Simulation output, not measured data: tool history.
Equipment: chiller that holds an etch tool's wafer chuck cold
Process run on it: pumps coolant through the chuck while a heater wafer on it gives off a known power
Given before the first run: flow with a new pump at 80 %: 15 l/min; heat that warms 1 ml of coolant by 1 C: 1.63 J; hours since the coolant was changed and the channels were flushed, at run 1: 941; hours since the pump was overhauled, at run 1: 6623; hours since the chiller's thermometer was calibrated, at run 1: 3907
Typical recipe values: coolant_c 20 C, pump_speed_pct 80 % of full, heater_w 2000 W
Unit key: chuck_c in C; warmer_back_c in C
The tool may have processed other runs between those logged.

run	hour	coolant_c	pump_speed_pct	heater_w	hours since the coolant was changed and the channels were flushed	hours since the pump was overhauled	hours since the chiller's thermometer was calibrated	chuck_c	warmer_back_c
1	0	20	80	2000	941	6623	3907	48.5	5.65
2	150.7	20	80	2000	1091	6773	4057	48.9	5.69
3	299.8	20	80	2000	1241	6922	4206	48.9	5.68
4	381	20	72	2000	1322	7004	4288	51.3	6.41
5	545.7	20	72	2000	1486	7168	4452	51.5	6.36
6	655.6	20	72	2000	1596	7278	4562	51.5	6.37
7	738.7	11	80	2000	1679	7361	4645	40.6	5.75
8	870.6	11	80	2000	1811	7493	4777	40.6	5.75
9	1019.4	11	80	2000	1960	7642	4926	40.9	5.79
10	1104.9	20	79	2000	2046	7728	5012	50.3	5.86
11	1186.4	27	80	2000	2127	7809	5093	57.2	5.84
12	1255.8	20	80	1208	2197	7878	5162	38.5	3.56
13	1420.6	20	80	1208	2361	8043	5327	38.6	3.52
# hour 1573.6: chiller's thermometer calibrated
14	1586.2	20	80	2000	2526	8208	13	50	5.85
# hour 1653.3: coolant pump overhauled
15	1690.9	20	80	2000	2626	38	112	46.7	4.96
16	1766.8	20	80	2000	2702	114	188	46.7	4.88
17	1856.7	20	61	2000	2792	203	278	52.3	6.36
18	1985.4	20	61	2000	2920	332	407	52.6	6.41
19	2123.8	20	80	2880	3059	471	545	59	7.13
20	2254.6	20	80	2880	3189	601	676	59.3	7.03
21	2378.5	11	80	1284	3313	725	800	28.7	3.14
22	2479.8	11	80	1284	3415	826	901	28.8	3.22
23	2606.8	15	73	2025	3542	953	1028	44.9	5.46
24	2732.1	17	73	1903	3667	1079	1154	45.3	5.25
25	2896.6	17	73	2985	3831	1243	1318	61.7	8.2
26	3003.5	17	73	2985	3938	1350	1425	61.9	8.19
27	3138.3	15	68	2000	4073	1485	1560	46.9	5.87
28	3208.6	15	68	2000	4143	1555	1630	47	5.97
29	3310	15	68	2000	4245	1657	1731	47.3	5.92
30	3405.9	20	91	1828	4341	1753	1827	44.1	4.15
31	3565.8	24	68	1962	4501	1913	1987	55.8	5.87
32	3668.1	24	68	1962	4603	2015	2089	55.9	5.86

What if the next run were any one of these 4? Each begins from the tool's condition after run 32:
A	3807.8	20	72	1017	4743	2154	2229	?	?
B	3807.8	26	63	1373	4743	2154	2229	?	?
C	3807.8	20	65	2000	4743	2154	2229	?	?
D	3807.8	13	68	1855	4743	2154	2229	?	?

run	chuck_c	warmer_back_c
A	36.1	2.83
B	49.8	4.39
C	54.1	6.27
D	43.7	5.54
With the hidden condition removed and each run's random variation left untouched, the same runs would have given:
run	chuck_c	warmer_back_c
A	33.2	2.73
B	45.7	4.23
C	48.3	6.04
D	38.5	5.34
